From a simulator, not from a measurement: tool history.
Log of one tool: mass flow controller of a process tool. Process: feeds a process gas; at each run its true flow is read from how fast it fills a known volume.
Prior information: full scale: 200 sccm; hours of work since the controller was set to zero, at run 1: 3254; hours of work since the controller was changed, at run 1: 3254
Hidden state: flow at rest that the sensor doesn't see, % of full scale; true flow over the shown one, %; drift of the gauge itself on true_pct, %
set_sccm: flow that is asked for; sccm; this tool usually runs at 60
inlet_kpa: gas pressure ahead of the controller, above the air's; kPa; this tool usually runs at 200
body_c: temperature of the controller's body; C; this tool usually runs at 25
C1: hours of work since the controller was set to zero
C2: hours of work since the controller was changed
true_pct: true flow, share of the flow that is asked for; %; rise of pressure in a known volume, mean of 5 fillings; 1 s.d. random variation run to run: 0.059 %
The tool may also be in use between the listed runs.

Run 1, day 0.000: usual settings; C1 3254; C2 3254. Result: true_pct 99.59 %.
Run 2, day 18.117: usual settings but body_c 27 C; C1 3591; C2 3591. Result: true_pct 99.74 %.
Run 3, day 36.754: usual settings but body_c 27 C; C1 3937; C2 3937. Result: true_pct 99.77 %.
Run 4, day 51.100: usual settings but body_c 27 C; C1 4204; C2 4204. Result: true_pct 99.83 %.
Run 5, day 64.008: usual settings but body_c 27 C; C1 4444; C2 4444. Result: true_pct 99.81 %.
Run 6, day 76.083: usual settings; C1 4669; C2 4669. Result: true_pct 99.71 %.
Run 7, day 89.262: usual settings but set_sccm 148 sccm; C1 4914; C2 4914. Result: true_pct 99.83 %.
Run 8, day 107.371: usual settings but set_sccm 194 sccm; C1 5251; C2 5251. Result: true_pct 100.00 %.
Run 9, day 119.688: usual settings but set_sccm 194 sccm; C1 5480; C2 5480. Result: true_pct 100.05 %.
Run 10, day 128.788: usual settings but inlet_kpa 152 kPa; C1 5649; C2 5649. Result: true_pct 99.36 %.
Run 11, day 146.288: usual settings; C1 5974; C2 5974. Result: true_pct 99.64 %.
Run 12, day 156.521: usual settings but inlet_kpa 196 kPa; C1 6165; C2 6165. Result: true_pct 99.64 %.
Run 13, day 164.558: usual settings but set_sccm 34 sccm, body_c 34 C; C1 6314; C2 6314. Result: true_pct 100.19 %.
Run 14, day 182.796: usual settings but set_sccm 59 sccm, inlet_kpa 156 kPa, body_c 30 C; C1 6653; C2 6653. Result: true_pct 99.85 %.
Run 15, day 199.583: usual settings but set_sccm 196 sccm, body_c 24 C; C1 6966; C2 6966. Result: true_pct 99.87 %.
Run 16, day 210.112: usual settings but set_sccm 150 sccm, body_c 26 C; C1 7161; C2 7161. Result: true_pct 99.91 %.
Run 17, day 222.429: usual settings but set_sccm 150 sccm, body_c 26 C; C1 7391; C2 7391. Result: true_pct 99.96 %.
Run 18, day 237.879: usual settings but set_sccm 23 sccm, body_c 36 C; C1 7678; C2 7678. Result: true_pct 100.19 %.
Run 19, day 255.088: usual settings but set_sccm 23 sccm, body_c 36 C; C1 7998; C2 7998. Result: true_pct 100.26 %.
Run 20, day 268.438: usual settings but set_sccm 22 sccm, inlet_kpa 161 kPa, body_c 39 C; C1 8246; C2 8246. Result: true_pct 100.40 %.
Run 21, day 287.896: usual settings but set_sccm 22 sccm, inlet_kpa 161 kPa, body_c 39 C; C1 8608; C2 8608. Result: true_pct 100.40 %.
Run 22, day 300.204: usual settings but set_sccm 22 sccm, inlet_kpa 161 kPa, body_c 39 C; C1 8837; C2 8837. Result: true_pct 100.31 %.

Forecast each of these 4 alternatives for the next run:
At day 301.958: controller's zero set anew.
Run A, day 318.767: usual settings but set_sccm 103 sccm, inlet_kpa 161 kPa, body_c 31 C; C1 313; C2 9182. Result: true_pct ?.
At day 301.958: controller's zero set anew.
Run B, day 318.767: usual settings but inlet_kpa 155 kPa, body_c 22 C; C1 313; C2 9182. Result: true_pct ?.
At day 301.958: controller's zero set anew.
Run C, day 318.767: usual settings but set_sccm 76 sccm; C1 313; C2 9182. Result: true_pct ?.
At day 301.958: controller's zero set anew.
Run D, day 318.767: usual settings but set_sccm 128 sccm; C1 313; C2 9182. Result: true_pct ?.

run  true_pct
  A     99.98
  B     99.35
  C     99.60
  D     99.74
Without the tool's unlogged condition, the same runs would have read:
run  true_pct
  A     99.97
  B     99.34
  C     99.60
  D     99.73

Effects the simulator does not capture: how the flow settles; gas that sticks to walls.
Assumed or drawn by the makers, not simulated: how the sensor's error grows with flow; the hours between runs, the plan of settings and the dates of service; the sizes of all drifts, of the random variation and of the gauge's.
